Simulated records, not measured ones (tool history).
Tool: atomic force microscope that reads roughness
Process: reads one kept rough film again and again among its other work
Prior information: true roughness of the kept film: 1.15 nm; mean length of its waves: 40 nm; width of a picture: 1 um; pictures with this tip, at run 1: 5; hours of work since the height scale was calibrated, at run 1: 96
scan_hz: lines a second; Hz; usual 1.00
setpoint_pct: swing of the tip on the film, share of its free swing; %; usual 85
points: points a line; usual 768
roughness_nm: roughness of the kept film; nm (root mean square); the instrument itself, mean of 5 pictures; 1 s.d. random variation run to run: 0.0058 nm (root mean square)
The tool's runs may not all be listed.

| run | hour | scan_hz | setpoint_pct | points | pictures with this tip | hours of work since the height scale was calibrated | roughness_nm |
|---|---|---|---|---|---|---|---|
| 1 | 0.0 | 1.00 | 85 | 768 | 5 | 96 | 1.026 |
| 2 | 7.9 | 1.00 | 57 | 768 | 20 | 100 | 1.052 |
| 3 | 15.8 | 2.14 | 57 | 768 | 35 | 104 | 1.025 |
| 4 | 23.3 | 2.14 | 85 | 768 | 49 | 109 | 0.912 |
|  | 32.2 | new tip fitted |
| 5 | 32.2 | 1.00 | 85 | 768 | 0 | 113 | 1.043 |
| 6 | 40.1 | 1.00 | 85 | 548 | 15 | 118 | 1.024 |
| 7 | 45.3 | 1.00 | 58 | 768 | 24 | 120 | 1.050 |
| 8 | 51.6 | 1.00 | 58 | 768 | 36 | 124 | 1.047 |
| 9 | 61.3 | 1.00 | 58 | 352 | 54 | 129 | 1.003 |
| 10 | 66.1 | 1.00 | 84 | 352 | 63 | 132 | 0.952 |
|  | 67.8 | new tip fitted |
| 11 | 75.8 | 1.00 | 85 | 768 | 15 | 137 | 1.017 |
| 12 | 83.5 | 0.61 | 85 | 768 | 30 | 141 | 1.026 |
| 13 | 88.1 | 0.61 | 85 | 768 | 38 | 144 | 1.008 |
| 14 | 95.8 | 1.00 | 85 | 768 | 53 | 148 | 0.965 |
|  | 102.8 | new tip fitted |
| 15 | 104.0 | 1.00 | 85 | 768 | 2 | 152 | 1.039 |
| 16 | 108.4 | 1.00 | 85 | 768 | 10 | 155 | 1.031 |
| 17 | 116.3 | 1.00 | 60 | 768 | 25 | 159 | 1.062 |
| 18 | 123.5 | 1.00 | 82 | 768 | 39 | 163 | 1.002 |
| 19 | 128.0 | 1.00 | 85 | 512 | 47 | 166 | 0.972 |
| 20 | 135.3 | 1.00 | 76 | 512 | 61 | 170 | 0.977 |
|  | 138.4 | new tip fitted |
| 21 | 140.4 | 1.00 | 85 | 768 | 3 | 172 | 1.043 |
| 22 | 144.6 | 1.00 | 85 | 768 | 11 | 175 | 1.027 |
| 23 | 149.1 | 1.00 | 85 | 768 | 20 | 177 | 1.018 |
| 24 | 153.8 | 1.00 | 85 | 768 | 28 | 180 | 0.997 |
| 25 | 158.3 | 0.63 | 85 | 768 | 37 | 182 | 1.017 |
| 26 | 163.4 | 0.63 | 85 | 768 | 46 | 185 | 1.010 |
| 27 | 168.8 | 0.79 | 85 | 631 | 56 | 188 | 0.971 |
|  | 173.9 | new tip fitted |
| 28 | 176.7 | 1.76 | 71 | 922 | 5 | 192 | 1.046 |
| 29 | 180.9 | 1.00 | 69 | 369 | 13 | 194 | 1.045 |
| 30 | 190.2 | 1.00 | 69 | 369 | 30 | 200 | 1.034 |
| 31 | 197.1 | 1.00 | 69 | 369 | 43 | 203 | 1.013 |
| 32 | 205.7 | 1.00 | 69 | 369 | 60 | 208 | 0.990 |
|  | 209.2 | new tip fitted |
| 33 | 215.5 | 1.00 | 69 | 369 | 12 | 213 | 1.060 |
| 34 | 225.2 | 1.27 | 61 | 548 | 30 | 219 | 1.044 |
| 35 | 233.4 | 2.46 | 66 | 276 | 45 | 223 | 0.977 |
| 36 | 239.6 | 2.46 | 66 | 376 | 57 | 227 | 0.968 |
|  | 244.2 | new tip fitted |
| 37 | 247.5 | 0.63 | 55 | 444 | 6 | 231 | 1.098 |
| 38 | 255.6 | 2.53 | 66 | 397 | 21 | 235 | 1.025 |
| 39 | 261.2 | 3.32 | 85 | 768 | 32 | 238 | 0.878 |
| 40 | 268.9 | 1.00 | 85 | 320 | 46 | 243 | 0.977 |
| 41 | 274.1 | 2.38 | 56 | 870 | 56 | 245 | 0.996 |
|  | 279.5 | new tip fitted |
| 42 | 280.4 | 0.83 | 76 | 962 | 1 | 249 | 1.070 |
| 43 | 286.9 | 1.62 | 85 | 768 | 14 | 252 | 0.990 |
| 44 | 293.7 | 1.65 | 62 | 549 | 26 | 256 | 1.038 |
| 45 | 300.8 | 1.00 | 85 | 512 | 40 | 260 | 0.988 |
| 46 | 309.2 | 0.70 | 67 | 557 | 55 | 265 | 1.011 |
|  | 315.0 | new tip fitted |
| 47 | 319.7 | 1.11 | 67 | 552 | 9 | 270 | 1.079 |
| 48 | 326.2 | 1.46 | 56 | 302 | 21 | 274 | 1.051 |
| 49 | 333.3 | 1.00 | 85 | 327 | 34 | 278 | 0.989 |
| 50 | 341.1 | 1.38 | 64 | 264 | 49 | 282 | 0.994 |
|  | 350.1 | new tip fitted |
| 51 | 351.4 | 3.53 | 64 | 264 | 2 | 287 | 1.022 |
| 52 | 356.6 | 3.53 | 64 | 264 | 12 | 290 | 1.010 |

Branching from run 52: 4 alternative next runs. What would each branch give?
| A | 362.0 | 1.00 | 59 | 305 | 22 | 293 | ? |
| B | 362.0 | 3.53 | 90 | 264 | 22 | 293 | ? |
| C | 362.0 | 0.78 | 59 | 391 | 22 | 293 | ? |
| D | 362.0 | 2.32 | 88 | 270 | 22 | 293 | ? |

| run | roughness_nm |
|---|---|
| A | 1.062 |
| B | 0.824 |
| C | 1.060 |
| D | 0.920 |
Take away the tool's hidden state, keep each run's random variation, and the runs would have read:
| run | roughness_nm |
|---|---|
| A | 1.106 |
| B | 0.858 |
| C | 1.104 |
| D | 0.957 |
